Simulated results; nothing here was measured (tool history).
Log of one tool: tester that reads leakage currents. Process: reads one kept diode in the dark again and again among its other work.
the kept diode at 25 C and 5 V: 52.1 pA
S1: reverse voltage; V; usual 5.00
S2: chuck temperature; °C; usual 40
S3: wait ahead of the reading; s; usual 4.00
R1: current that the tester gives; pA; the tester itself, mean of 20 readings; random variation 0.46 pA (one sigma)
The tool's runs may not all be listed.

Run 1, hour 0.0: usual settings. Result: R1 141.36 pA.
Run 2, hour 33.8: usual settings. Result: R1 141.34 pA.
Run 3, hour 68.8: usual settings but S2 34 °C. Result: R1 92.78 pA.
Run 4, hour 105.7: usual settings but S2 34 °C. Result: R1 92.67 pA.
Run 5, hour 153.3: usual settings but S1 8.51 V, S2 34 °C. Result: R1 111.16 pA.
At hour 182.0: chuck's temperature calibrated.
Run 6, hour 207.3: usual settings but S1 8.51 V, S2 34 °C. Result: R1 120.05 pA.
Run 7, hour 256.0: usual settings but S3 1.10 s. Result: R1 152.38 pA.
Run 8, hour 294.9: usual settings but S2 33 °C. Result: R1 93.48 pA.
Run 9, hour 323.1: usual settings but S1 8.98 V. Result: R1 183.76 pA.
Run 10, hour 352.1: usual settings but S2 32 °C. Result: R1 86.70 pA.
Run 11, hour 400.8: usual settings but S2 32 °C. Result: R1 87.30 pA.
Run 12, hour 452.3: usual settings but S2 32 °C. Result: R1 86.72 pA.
Run 13, hour 478.0: usual settings but S2 32 °C. Result: R1 86.54 pA.
Run 14, hour 510.3: usual settings but S1 5.87 V, S2 32 °C. Result: R1 91.06 pA.
Run 15, hour 554.0: usual settings but S1 1.28 V. Result: R1 95.62 pA.
Run 16, hour 580.0: usual settings but S1 1.28 V. Result: R1 95.22 pA.
Run 17, hour 626.3: usual settings but S1 1.28 V. Result: R1 94.91 pA.
Run 18, hour 664.2: usual settings but S2 42 °C. Result: R1 170.28 pA.
Run 19, hour 718.7: usual settings. Result: R1 147.08 pA.
Run 20, hour 748.0: usual settings. Result: R1 149.30 pA.
Run 21, hour 802.5: usual settings but S3 1.73 s. Result: R1 148.27 pA.
Run 22, hour 826.3: usual settings but S1 5.05 V, S2 37 °C, S3 0.34 s. Result: R1 124.33 pA.
Run 23, hour 849.0: usual settings but S1 8.23 V, S2 25 °C, S3 0.81 s. Result: R1 63.70 pA.
Run 24, hour 874.3: usual settings but S1 19.38 V, S2 20 °C, S3 0.87 s. Result: R1 64.64 pA.
Run 25, hour 921.4: usual settings but S1 13.92 V, S3 9.06 s. Result: R1 207.39 pA.
Run 26, hour 950.5: usual settings but S1 12.25 V, S3 1.67 s. Result: R1 200.24 pA.
Run 27, hour 972.6: usual settings but S2 57 °C, S3 2.93 s. Result: R1 437.36 pA.
Run 28, hour 1001.5: usual settings but S1 9.80 V, S2 25 °C, S3 2.93 s. Result: R1 65.88 pA.
Run 29, hour 1035.3: usual settings but S1 5.80 V, S2 25 °C, S3 5.28 s. Result: R1 53.94 pA.
Run 30, hour 1087.2: usual settings but S1 10.90 V, S2 48 °C, S3 0.79 s. Result: R1 321.64 pA.
Run 31, hour 1120.6: usual settings but S1 2.07 V, S2 45 °C, S3 0.79 s. Result: R1 152.43 pA.
Run 32, hour 1143.0: usual settings but S2 24 °C, S3 5.30 s. Result: R1 47.45 pA.
Run 33, hour 1182.4: usual settings but S2 24 °C, S3 5.30 s. Result: R1 47.65 pA.
Run 34, hour 1229.0: usual settings but S1 2.00 V, S2 25 °C, S3 7.47 s. Result: R1 37.20 pA.
Run 35, hour 1270.7: usual settings but S1 5.80 V, S2 25 °C, S3 4.33 s. Result: R1 53.80 pA.
Run 36, hour 1303.4: usual settings but S2 32 °C, S3 0.62 s. Result: R1 85.37 pA.
Run 37, hour 1351.3: usual settings but S1 1.84 V, S2 28 °C, S3 0.79 s. Result: R1 45.31 pA.
Run 38, hour 1382.1: usual settings but S1 1.84 V, S2 28 °C, S3 0.79 s. Result: R1 45.03 pA.
Run 39, hour 1423.7: usual settings but S1 11.69 V. Result: R1 191.96 pA.
Run 40, hour 1459.3: usual settings but S1 1.33 V, S2 30 °C, S3 2.07 s. Result: R1 46.15 pA.

4 ways to go on from here, each from the tool as it stands after run 40. What would each give?
Run A, hour 1513.6: usual settings but S1 1.33 V, S2 32 °C, S3 2.07 s. Result: R1 ?.
Run B, hour 1513.6: usual settings but S1 16.74 V, S2 20 °C, S3 1.71 s. Result: R1 ?.
Run C, hour 1513.6: usual settings but S1 4.69 V, S3 0.53 s. Result: R1 ?.
Run D, hour 1513.6: usual settings but S1 8.09 V, S2 57 °C, S3 0.37 s. Result: R1 ?.

run      R1
  A   52.76
  B   59.21
  C  142.30
  D  500.32
Without the tool's hidden state the same runs would have given:
run      R1
  A   56.57
  B   55.39
  C  151.29
  D  533.01
